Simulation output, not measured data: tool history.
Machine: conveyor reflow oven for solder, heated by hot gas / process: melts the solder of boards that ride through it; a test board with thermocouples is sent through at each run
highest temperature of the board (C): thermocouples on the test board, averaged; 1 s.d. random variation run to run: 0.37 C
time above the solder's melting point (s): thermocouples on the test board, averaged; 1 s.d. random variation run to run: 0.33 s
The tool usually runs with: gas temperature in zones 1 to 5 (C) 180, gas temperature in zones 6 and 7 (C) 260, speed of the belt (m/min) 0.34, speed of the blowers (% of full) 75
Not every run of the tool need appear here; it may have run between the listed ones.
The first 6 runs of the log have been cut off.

| run | day | gas temperature in zones 1 to 5 (C) | gas temperature in zones 6 and 7 (C) | speed of the belt (m/min) | speed of the blowers (% of full) | hours of work since the flux was cleaned out | hours of work since the belt drive was overhauled | hours of work since the thermocouples were changed | highest temperature of the board (C) | time above the solder's melting point (s) |
|---|---|---|---|---|---|---|---|---|---|---|
| 7 | 2.204 | 194 | 260 | 0.34 | 75 | 254 | 334 | 892 | 249.3 | 90.5 |
|  | 2.65 | flux residue cleaned out of gas plates and filters |
| 8 | 2.9 | 194 | 260 | 0.34 | 75 | 3 | 341 | 899 | 248.7 | 90.6 |
| 9 | 3.408 | 194 | 260 | 0.34 | 75 | 10 | 348 | 906 | 249.4 | 91.2 |
| 10 | 3.912 | 180 | 260 | 0.34 | 84 | 17 | 355 | 913 | 248.1 | 81.2 |
| 11 | 4.312 | 180 | 260 | 0.34 | 84 | 23 | 360 | 919 | 248.4 | 81 |
| 12 | 4.883 | 180 | 260 | 0.34 | 84 | 31 | 368 | 926 | 248.1 | 81.1 |
| 13 | 5.483 | 170 | 260 | 0.34 | 75 | 39 | 377 | 935 | 245.2 | 72.4 |
| 14 | 5.829 | 170 | 260 | 0.34 | 75 | 44 | 381 | 940 | 246 | 72.4 |
| 15 | 6.146 | 180 | 260 | 0.286 | 75 | 48 | 386 | 944 | 250.8 | 102 |
| 16 | 6.554 | 180 | 269 | 0.286 | 75 | 54 | 391 | 950 | 259.3 | 108.3 |
| 17 | 7.146 | 183 | 260 | 0.34 | 65 | 62 | 400 | 958 | 246.2 | 78.9 |
| 18 | 7.533 | 177 | 266 | 0.379 | 55 | 68 | 405 | 963 | 245.9 | 65.3 |
| 19 | 8.1 | 170 | 259 | 0.364 | 70 | 75 | 413 | 971 | 241.4 | 62.5 |
| 20 | 8.642 | 173 | 254 | 0.34 | 75 | 83 | 420 | 978 | 240.7 | 68.4 |
| 21 | 9.258 | 173 | 254 | 0.34 | 75 | 92 | 429 | 987 | 240.3 | 67.6 |
| 22 | 9.754 | 170 | 268 | 0.376 | 88 | 98 | 436 | 994 | 251.4 | 70.8 |
| 23 | 10.058 | 179 | 268 | 0.368 | 66 | 103 | 440 | 998 | 250.6 | 74.5 |
| 24 | 10.612 | 166 | 274 | 0.34 | 75 | 110 | 448 | 1006 | 257 | 82 |

Run 25 is up next; what results do you expect?
| 25 | 10.871 | 166 | 274 | 0.34 | 75 | 114 | 451 | 1009 | ? | ? |

{"run 25": {"highest temperature of the board (C)": 258.3, "time above the solder's melting point (s)": 82}}
Without the tool's hidden state the same run would have given highest temperature of the board (C) 261.1, time above the solder's melting point (s) 83.6.

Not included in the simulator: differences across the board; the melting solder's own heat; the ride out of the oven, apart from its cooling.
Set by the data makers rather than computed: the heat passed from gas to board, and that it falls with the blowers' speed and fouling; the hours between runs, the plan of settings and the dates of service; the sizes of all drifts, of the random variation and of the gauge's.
